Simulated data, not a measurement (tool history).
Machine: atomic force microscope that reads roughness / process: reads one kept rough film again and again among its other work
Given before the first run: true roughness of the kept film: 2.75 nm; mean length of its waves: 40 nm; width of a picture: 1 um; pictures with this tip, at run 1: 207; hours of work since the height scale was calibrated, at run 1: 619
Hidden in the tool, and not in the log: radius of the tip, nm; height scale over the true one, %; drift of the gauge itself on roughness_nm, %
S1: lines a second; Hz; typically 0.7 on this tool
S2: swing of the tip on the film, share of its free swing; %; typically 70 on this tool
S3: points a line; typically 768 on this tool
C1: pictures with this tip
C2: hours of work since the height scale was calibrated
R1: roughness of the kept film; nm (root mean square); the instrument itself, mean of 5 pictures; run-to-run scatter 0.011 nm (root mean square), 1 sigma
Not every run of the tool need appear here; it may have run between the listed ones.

| run | hour | S1 | S2 | S3 | C1 | C2 | R1 |
|---|---|---|---|---|---|---|---|
| 1 | 0 | 0.7 | 70 | 768 | 207 | 619 | 2.518 |
| 2 | 48.7 | 0.7 | 70 | 768 | 306 | 653 | 2.486 |
|  | 70.9 | new tip fitted |
| 3 | 86.1 | 0.7 | 70 | 768 | 31 | 678 | 2.582 |
| 4 | 134.1 | 0.7 | 70 | 768 | 129 | 711 | 2.533 |
| 5 | 183.7 | 0.7 | 70 | 768 | 230 | 745 | 2.471 |
| 6 | 218.6 | 0.7 | 58 | 768 | 301 | 769 | 2.449 |
|  | 243.3 | new tip fitted |
| 7 | 281.4 | 0.7 | 80 | 768 | 78 | 812 | 2.531 |
| 8 | 363.7 | 0.7 | 80 | 768 | 246 | 869 | 2.455 |
|  | 417.5 | new tip fitted |
| 9 | 421.5 | 0.7 | 80 | 768 | 8 | 909 | 2.578 |
| 10 | 466.7 | 0.7 | 80 | 768 | 101 | 940 | 2.545 |
| 11 | 537.3 | 0.7 | 80 | 768 | 245 | 989 | 2.448 |
|  | 592.5 | new tip fitted |
| 12 | 619 | 1.995 | 70 | 768 | 54 | 1045 | 2.502 |
| 13 | 669.3 | 0.747 | 61 | 955 | 157 | 1079 | 2.561 |

What does the tool deliver on the next run?
| 14 | 708.6 | 0.747 | 61 | 955 | 237 | 1106 | ? |

{"run 14": {"R1": 2.511}}
Take away the tool's hidden state, keep the run-to-run variation as it was, and the same run would have given R1 2.616 nm (root mean square).
